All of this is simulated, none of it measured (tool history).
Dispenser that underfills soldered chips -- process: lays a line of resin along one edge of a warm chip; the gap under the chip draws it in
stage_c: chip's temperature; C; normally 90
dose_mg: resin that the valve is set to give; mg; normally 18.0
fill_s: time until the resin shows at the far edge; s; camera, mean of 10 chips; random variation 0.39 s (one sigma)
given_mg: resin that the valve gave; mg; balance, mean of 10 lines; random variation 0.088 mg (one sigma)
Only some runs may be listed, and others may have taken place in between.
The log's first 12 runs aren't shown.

run   hour  stage_c  dose_mg  fill_s  given_mg
     116.2  -- new syringe of resin
 13  121.8       90     20.9    33.2     19.15
     126.9  -- new syringe of resin
 14  135.0       90     20.9    38.3     19.10
     137.6  -- new syringe of resin
 15  146.6       90     20.9    40.0     19.01
     148.6  -- new syringe of resin
     160.2  -- new syringe of resin
 16  160.6       90     20.9    25.8     18.88
     171.8  -- new syringe of resin
 17  173.4       90     20.9    28.0     18.67
     178.3  -- dispensing valve cleaned and set on the balance
     183.5  -- new syringe of resin
 18  185.5       90     21.3    28.0     21.23
     194.5  -- new syringe of resin
 19  197.9       98     21.5    21.5     21.29
     205.5  -- new syringe of resin
 20  208.6       75     20.3    59.2     20.08
     216.2  -- new syringe of resin
 21  222.3       88     16.5    39.3     16.15
     226.8  -- new syringe of resin
 22  228.3       99     16.5    18.5     16.16
     237.6  -- new syringe of resin
 23  241.5       94     20.6    26.8     20.00
     249.0  -- new syringe of resin
 24  254.7       96     16.8    26.9     16.13
     259.7  -- new syringe of resin
 25  264.2       86     18.6    39.6     17.71
     271.1  -- new syringe of resin
 26  272.7       94     22.1    23.3     20.95
 27  279.0       92     18.0    36.2     16.96
     282.2  -- new syringe of resin
 28  288.6       85     17.5    47.6     16.58
     292.9  -- new syringe of resin
 29  297.7       85     17.5    43.4     16.29
     303.9  -- new syringe of resin
 30  303.9       91     16.6    25.8     15.55
     315.3  -- new syringe of resin
 31  317.1       96     20.7    21.4     19.15
     326.4  -- new syringe of resin
 32  330.0       81     20.7    48.5     18.84
     337.4  -- new syringe of resin
 33  338.6       85     18.0    36.0     16.43
 34  347.0       95     20.3    35.9     18.46
     348.5  -- new syringe of resin
     359.1  -- new syringe of resin
 35  359.7       95     20.3    22.0     18.39

What if the next run were any one of these 4? Each begins from the tool's condition after run 35:
  A  365.6       95     16.5       ?         ?
  B  365.6       90     22.8       ?         ?
  C  365.6       90     15.4       ?         ?
  D  365.6      103     21.5       ?         ?

run  fill_s  given_mg
  A    31.1     14.80
  B    37.5     20.51
  C    40.9     13.74
  D    20.8     19.52
The same runs, with their run-to-run variation unchanged, on a tool lacking any hidden condition would have given:
run  fill_s  given_mg
  A    19.3     16.42
  B    24.0     22.76
  C    25.3     15.25
  D    13.2     21.67

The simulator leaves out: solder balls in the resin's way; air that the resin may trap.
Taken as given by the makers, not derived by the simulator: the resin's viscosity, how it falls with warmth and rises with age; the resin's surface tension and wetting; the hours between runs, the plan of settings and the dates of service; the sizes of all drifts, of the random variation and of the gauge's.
